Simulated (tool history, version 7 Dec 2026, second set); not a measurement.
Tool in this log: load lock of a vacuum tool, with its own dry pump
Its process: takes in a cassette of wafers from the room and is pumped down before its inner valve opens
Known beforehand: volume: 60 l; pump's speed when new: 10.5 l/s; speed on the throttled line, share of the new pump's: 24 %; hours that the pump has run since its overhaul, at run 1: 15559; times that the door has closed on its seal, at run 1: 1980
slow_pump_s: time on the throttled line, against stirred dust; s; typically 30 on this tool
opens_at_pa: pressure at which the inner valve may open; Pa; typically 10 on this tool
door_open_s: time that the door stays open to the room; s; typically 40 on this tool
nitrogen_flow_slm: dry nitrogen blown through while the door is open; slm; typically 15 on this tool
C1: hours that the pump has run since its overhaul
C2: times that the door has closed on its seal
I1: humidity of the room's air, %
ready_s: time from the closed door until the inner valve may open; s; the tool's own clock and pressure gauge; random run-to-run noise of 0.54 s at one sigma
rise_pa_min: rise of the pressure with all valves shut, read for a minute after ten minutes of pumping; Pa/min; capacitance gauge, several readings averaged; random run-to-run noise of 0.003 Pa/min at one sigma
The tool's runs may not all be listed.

Run 1, hour 0: usual settings; C1 15559; C2 1980; I1 43.1. Result: ready_s 78.9 s, rise_pa_min 0.033 Pa/min.
Run 2, hour 422.9: usual settings; C1 15982; C2 3858; I1 46.7. Result: ready_s 79 s, rise_pa_min 0.052 Pa/min.
Run 3, hour 814.7: usual settings; C1 16374; C2 5599; I1 46. Result: ready_s 78.1 s, rise_pa_min 0.056 Pa/min.
Run 4, hour 1242.8: usual settings; C1 16802; C2 7500; I1 44.2. Result: ready_s 79.2 s, rise_pa_min 0.068 Pa/min.
Run 5, hour 1430.4: usual settings; C1 16990; C2 8334; I1 44.3. Result: ready_s 79.4 s, rise_pa_min 0.074 Pa/min.
Run 6, hour 1650: usual settings but opens_at_pa 14 Pa; C1 17209; C2 9309; I1 49.3. Result: ready_s 77.8 s, rise_pa_min 0.078 Pa/min.
Run 7, hour 2056.1: usual settings but opens_at_pa 14 Pa; C1 17616; C2 11113; I1 45.5. Result: ready_s 77.4 s, rise_pa_min 0.099 Pa/min.
Run 8, hour 2438.1: usual settings but opens_at_pa 14 Pa; C1 17998; C2 12810; I1 42.1. Result: ready_s 77.5 s, rise_pa_min 0.118 Pa/min.
Run 9, hour 2819.3: usual settings but slow_pump_s 28 s, opens_at_pa 9 Pa; C1 18379; C2 14503; I1 44.3. Result: ready_s 78.8 s, rise_pa_min 0.14 Pa/min.
Run 10, hour 3195.9: usual settings but slow_pump_s 19 s, nitrogen_flow_slm 4 slm; C1 18755; C2 16177; I1 44.8. Result: ready_s 72.3 s, rise_pa_min 0.179 Pa/min.
Run 11, hour 3530.7: usual settings but slow_pump_s 49 s, door_open_s 129 s, nitrogen_flow_slm 40 slm; C1 19090; C2 17664; I1 43.8. Result: ready_s 94.7 s, rise_pa_min 0.18 Pa/min.
Run 12, hour 3747.5: usual settings but slow_pump_s 49 s, door_open_s 129 s, nitrogen_flow_slm 40 slm; C1 19307; C2 18627; I1 46.7. Result: ready_s 93.5 s, rise_pa_min 0.184 Pa/min.
Run 13, hour 4033: usual settings but opens_at_pa 19 Pa, door_open_s 28 s; C1 19592; C2 19895; I1 46. Result: ready_s 76 s, rise_pa_min 0.202 Pa/min.
Run 14, hour 4219.8: usual settings but opens_at_pa 19 Pa, door_open_s 28 s; C1 19779; C2 20725; I1 44.9. Result: ready_s 75.7 s, rise_pa_min 0.211 Pa/min.
Run 15, hour 4434.1: usual settings but opens_at_pa 9 Pa, door_open_s 182 s; C1 19993; C2 21677; I1 45.5. Result: ready_s 80.8 s, rise_pa_min 0.261 Pa/min.

3 ways to go on from here, each from the tool as it stands after run 15. What would each give?
Run A, hour 4638.6: usual settings but slow_pump_s 47 s, opens_at_pa 9 Pa, door_open_s 182 s; C1 20198; C2 22585; I1 44.9. Result: ready_s ?, rise_pa_min ?.
Run B, hour 4638.6: usual settings but opens_at_pa 13 Pa; C1 20198; C2 22585; I1 45.2. Result: ready_s ?, rise_pa_min ?.
Run C, hour 4638.6: usual settings but slow_pump_s 23 s, door_open_s 27 s, nitrogen_flow_slm 22 slm; C1 20198; C2 22585; I1 40.9. Result: ready_s ?, rise_pa_min ?.

run  ready_s  rise_pa_min
  A     93.2        0.264
  B     78.2        0.242
  C     74.8        0.243
Take away the tool's hidden state, keep each run's random variation, and the runs would have read:
run  ready_s  rise_pa_min
  A     89.1        0.043
  B       74        0.019
  C     70.2        0.016
